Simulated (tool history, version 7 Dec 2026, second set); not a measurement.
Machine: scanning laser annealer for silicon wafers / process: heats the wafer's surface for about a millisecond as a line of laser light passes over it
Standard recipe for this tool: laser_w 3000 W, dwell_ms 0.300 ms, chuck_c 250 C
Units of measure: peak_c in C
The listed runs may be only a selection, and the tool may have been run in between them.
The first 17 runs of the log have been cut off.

run    hour  laser_w  dwell_ms  chuck_c  hours of work since the window was cleaned  hours of work since the power meter was calibrated  hours of work since the optics were aligned  peak_c
 18   561.3     2963     0.300      250                                         270                                                 540                                         1099    1036
 19   586.2     2963     0.300      250                                         282                                                 552                                         1111    1035
 20   606.7     2963     0.300      250                                         292                                                 562                                         1121    1035
 21   628.3     3000     0.300      250                                         302                                                 572                                         1131    1048
 22   651.7     3000     0.300      250                                         314                                                 583                                         1143    1047
 23   681.1     3000     0.300      250                                         328                                                 598                                         1157    1047
 24   703.2     2922     0.380      224                                         338                                                 608                                         1167    1105
 25   739.5     3000     0.278      214                                         356                                                 626                                         1185     974
 26   763.8     3073     0.300      289                                         368                                                 637                                         1196    1110
 27   803.9     3233     0.293      234                                         387                                                 657                                         1216    1096
 28   825.9     3238     0.258      234                                         397                                                 667                                         1226    1034
 29   847.9     3066     0.301      250                                         408                                                 678                                         1237    1064
 30   882.1     3066     0.380      259                                         424                                                 694                                         1253    1193
 31   927.0     2998     0.380      259                                         446                                                 716                                         1275    1167
 32   961.2     2937     0.225      244                                         463                                                 732                                         1291     888
 33   987.0     2598     0.229      250                                         475                                                 745                                         1304     803
 34  1018.4     2598     0.229      250                                         490                                                 760                                         1319     806
 35  1048.5     2598     0.229      250                                         505                                                 774                                         1333     801
 36  1084.5     2598     0.229      250                                         522                                                 792                                         1351     801
 37  1120.2     2598     0.229      250                                         539                                                 809                                         1368     802
 38  1144.0     2984     0.248      250                                         550                                                 820                                         1379     944
 39  1167.8     3000     0.264      267                                         562                                                 832                                         1391     993
 40  1208.6     2658     0.300      240                                         582                                                 851                                         1410     903
 41  1248.5     2641     0.300      278                                         601                                                 871                                         1430     935

Below are 3 alternative next runs, each starting from the tool's condition after run 41. Predict each:
     1267.0  -- optics aligned, line set to its width
  A  1291.8     3000     0.336      250                                         619                                                 889                                           12       ?
     1267.0  -- optics aligned, line set to its width
  B  1291.8     3000     0.282      250                                         619                                                 889                                           12       ?
     1267.0  -- optics aligned, line set to its width
  C  1291.8     3000     0.300      265                                         619                                                 889                                           12       ?

run  peak_c
  A    1099
  B    1015
  C    1060
Had the tool no hidden state, the same runs would have come out as:
run  peak_c
  A    1137
  B    1049
  C    1094
